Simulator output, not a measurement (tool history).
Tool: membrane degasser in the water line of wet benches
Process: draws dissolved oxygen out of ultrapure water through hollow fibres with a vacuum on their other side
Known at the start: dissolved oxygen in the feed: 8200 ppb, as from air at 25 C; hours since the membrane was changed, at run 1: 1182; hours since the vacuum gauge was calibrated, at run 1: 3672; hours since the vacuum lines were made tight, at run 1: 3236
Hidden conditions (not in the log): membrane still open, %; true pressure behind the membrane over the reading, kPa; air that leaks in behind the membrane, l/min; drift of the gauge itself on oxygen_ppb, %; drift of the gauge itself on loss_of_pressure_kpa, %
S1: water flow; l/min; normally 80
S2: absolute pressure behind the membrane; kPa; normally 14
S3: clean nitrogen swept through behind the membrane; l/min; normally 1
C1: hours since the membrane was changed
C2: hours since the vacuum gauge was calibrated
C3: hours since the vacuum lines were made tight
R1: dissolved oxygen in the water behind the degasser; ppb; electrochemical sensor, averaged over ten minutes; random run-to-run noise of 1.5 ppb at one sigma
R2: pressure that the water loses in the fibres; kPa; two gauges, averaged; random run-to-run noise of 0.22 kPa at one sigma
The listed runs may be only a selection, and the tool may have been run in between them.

Run 1, hour 0: usual settings; C1 1182; C2 3672; C3 3236. Result: R1 1284.3 ppb, R2 53.43 kPa.
Run 2, hour 85.4: usual settings but S2 22.7 kPa; C1 1267; C2 3758; C3 3322. Result: R1 2118.3 ppb, R2 52.96 kPa.
Run 3, hour 138.2: usual settings but S2 22.7 kPa; C1 1320; C2 3811; C3 3375. Result: R1 2115.8 ppb, R2 53.28 kPa.
Run 4, hour 235.8: usual settings but S3 1.8 l/min; C1 1418; C2 3908; C3 3472. Result: R1 864.1 ppb, R2 53.02 kPa.
Run 5, hour 279.7: usual settings but S3 1.8 l/min; C1 1462; C2 3952; C3 3516. Result: R1 863.8 ppb, R2 52.97 kPa.
Run 6, hour 385.6: usual settings but S1 114 l/min, S3 0.52 l/min; C1 1568; C2 4058; C3 3622. Result: R1 2178.2 ppb, R2 76.33 kPa.
Run 7, hour 481.5: usual settings but S1 114 l/min, S3 0.52 l/min; C1 1663; C2 4154; C3 3718. Result: R1 2178.7 ppb, R2 75.86 kPa.
Run 8, hour 567: usual settings but S1 114 l/min, S3 0.52 l/min; C1 1749; C2 4239; C3 3803. Result: R1 2178.8 ppb, R2 76.32 kPa.
At hour 617: vacuum gauge calibrated.
Run 9, hour 673.7: usual settings but S3 2.57 l/min; C1 1855; C2 57; C3 3910. Result: R1 660.1 ppb, R2 53.38 kPa.
Run 10, hour 735.4: usual settings but S1 86 l/min, S2 26.5 kPa, S3 0.78 l/min; C1 1917; C2 118; C3 3971. Result: R1 2886.7 ppb, R2 57.59 kPa.

What if the next run were any one of these 4? Each begins from the tool's condition after run 10:
Run A, hour 841.5: usual settings but S2 8.8 kPa, S3 0.56 l/min; C1 2023; C2 224; C3 4077. Result: R1 ?, R2 ?.
Run B, hour 841.5: usual settings but S1 121 l/min, S2 24.8 kPa, S3 0.98 l/min; C1 2023; C2 224; C3 4077. Result: R1 ?, R2 ?.
Run C, hour 841.5: usual settings but S2 13.7 kPa; C1 2023; C2 224; C3 4077. Result: R1 ?, R2 ?.
Run D, hour 841.5: usual settings but S1 77 l/min, S2 27.6 kPa, S3 0.5 l/min; C1 2023; C2 224; C3 4077. Result: R1 ?, R2 ?.

run      R1     R2
  A   986.8  53.66
  B  2898.6  80.38
  C    1254  53.02
  D  3484.4  51.03
With no hidden state in the tool, these same runs would have given:
run      R1     R2
  A   986.7  53.64
  B  2898.6  80.35
  C  1253.9  53.01
  D  3484.5  51.01
